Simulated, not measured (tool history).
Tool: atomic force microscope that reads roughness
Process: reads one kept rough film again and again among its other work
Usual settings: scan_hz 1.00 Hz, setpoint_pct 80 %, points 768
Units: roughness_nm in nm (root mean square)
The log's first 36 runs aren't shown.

| run | hour | scan_hz | setpoint_pct | points | roughness_nm |
|---|---|---|---|---|---|
|  | 772.2 | new tip fitted |
| 37 | 790.2 | 2.00 | 62 | 775 | 2.302 |
| 38 | 809.0 | 2.00 | 62 | 775 | 2.300 |
| 39 | 835.1 | 0.65 | 80 | 768 | 2.302 |
| 40 | 853.8 | 3.60 | 67 | 375 | 2.207 |
|  | 869.2 | new tip fitted |
| 41 | 871.3 | 0.60 | 67 | 974 | 2.341 |
| 42 | 903.4 | 3.31 | 82 | 854 | 2.117 |
| 43 | 926.9 | 2.13 | 57 | 730 | 2.309 |
| 44 | 949.9 | 2.13 | 57 | 730 | 2.318 |
|  | 965.6 | new tip fitted |
| 45 | 980.4 | 1.52 | 61 | 768 | 2.309 |
| 46 | 1003.9 | 1.00 | 69 | 345 | 2.291 |
| 47 | 1036.0 | 1.00 | 90 | 768 | 2.251 |
| 48 | 1057.8 | 1.00 | 78 | 828 | 2.288 |
|  | 1062.8 | new tip fitted |
| 49 | 1078.5 | 1.00 | 74 | 466 | 2.302 |
| 50 | 1096.8 | 3.26 | 86 | 325 | 2.015 |
| 51 | 1127.6 | 1.28 | 86 | 325 | 2.207 |
|  | 1159.3 | new tip fitted |
| 52 | 1159.7 | 1.28 | 86 | 325 | 2.206 |

4 ways to go on from here, each from the tool as it stands after run 52. What would each give?
| A | 1188.8 | 2.77 | 80 | 768 | ? |
| B | 1188.8 | 1.99 | 65 | 338 | ? |
| C | 1188.8 | 1.70 | 80 | 940 | ? |
| D | 1188.8 | 0.52 | 56 | 352 | ? |

| run | roughness_nm |
|---|---|
| A | 2.156 |
| B | 2.262 |
| C | 2.244 |
| D | 2.327 |
Without the tool's hidden state the same runs would have given:
| run | roughness_nm |
|---|---|
| A | 2.159 |
| B | 2.265 |
| C | 2.247 |
| D | 2.331 |

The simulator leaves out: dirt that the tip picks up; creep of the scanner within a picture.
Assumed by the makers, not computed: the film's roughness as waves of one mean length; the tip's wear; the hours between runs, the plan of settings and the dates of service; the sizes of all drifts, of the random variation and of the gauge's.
